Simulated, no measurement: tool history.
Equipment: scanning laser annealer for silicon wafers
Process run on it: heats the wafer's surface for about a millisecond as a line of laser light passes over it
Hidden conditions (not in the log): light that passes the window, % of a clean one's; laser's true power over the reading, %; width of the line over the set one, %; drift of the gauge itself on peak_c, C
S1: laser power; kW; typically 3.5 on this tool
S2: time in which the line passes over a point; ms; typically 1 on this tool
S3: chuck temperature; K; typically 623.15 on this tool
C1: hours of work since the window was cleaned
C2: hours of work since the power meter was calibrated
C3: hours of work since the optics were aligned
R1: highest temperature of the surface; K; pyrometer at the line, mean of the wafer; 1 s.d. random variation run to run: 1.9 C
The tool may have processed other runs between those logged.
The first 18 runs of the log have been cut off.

run    hour     S1    S2      S3   C1    C2   C3       R1
 19   721.3    3.5   0.8  652.15  250   995  568  1328.15
 20   742.5    3.5   0.8  652.15  264  1009  582  1327.15
 21   791.6  3.154  0.73  614.15  296  1042  614  1187.15
 22     841  3.644  1.22  648.15  329  1074  647  1494.15
      868.3  -- window over the wafer cleaned
 23   868.8  3.029  1.19  631.15    0  1091  664  1343.15
 24   906.5  3.029  1.19  631.15   25  1116  689  1338.15
 25   929.2  3.096  0.75  631.15   40  1131  704  1216.15
 26   965.5  3.096  0.82  590.15   64  1155  728  1203.15
 27     990  3.096  0.82  590.15   80  1172  744  1199.15
 28  1011.9  3.691     1  595.15   95  1186  759  1407.15
 29  1047.9  3.824  0.78  602.15  119  1210  782  1351.15
 30  1081.5  3.207     1  659.15  141  1232  805  1346.15
 31    1110  3.207     1  659.15  160  1251  823  1343.15
 32  1134.8  3.207  0.74  618.15  176  1267  840  1216.15

Below are 5 alternative next runs, each starting from the tool's condition after run 32. Predict each:
  A  1178.3  3.207  0.77  618.15  205  1296  869   ?
  B  1178.3  3.118     1  611.15  205  1296  869   ?
  C  1178.3  3.516  1.09  644.15  205  1296  869   ?
  D  1178.3  3.207  0.94  630.15  205  1296  869   ?
  E  1178.3  3.147  0.97  623.15  205  1296  869   ?

run       R1
  A  1225.15
  B  1270.15
  C  1427.15
  D  1294.15
  E  1283.15
Take away the tool's hidden state, keep each run's random variation, and the runs would have read:
run       R1
  A  1248.15
  B  1295.15
  C  1457.15
  D  1319.15
  E  1308.15

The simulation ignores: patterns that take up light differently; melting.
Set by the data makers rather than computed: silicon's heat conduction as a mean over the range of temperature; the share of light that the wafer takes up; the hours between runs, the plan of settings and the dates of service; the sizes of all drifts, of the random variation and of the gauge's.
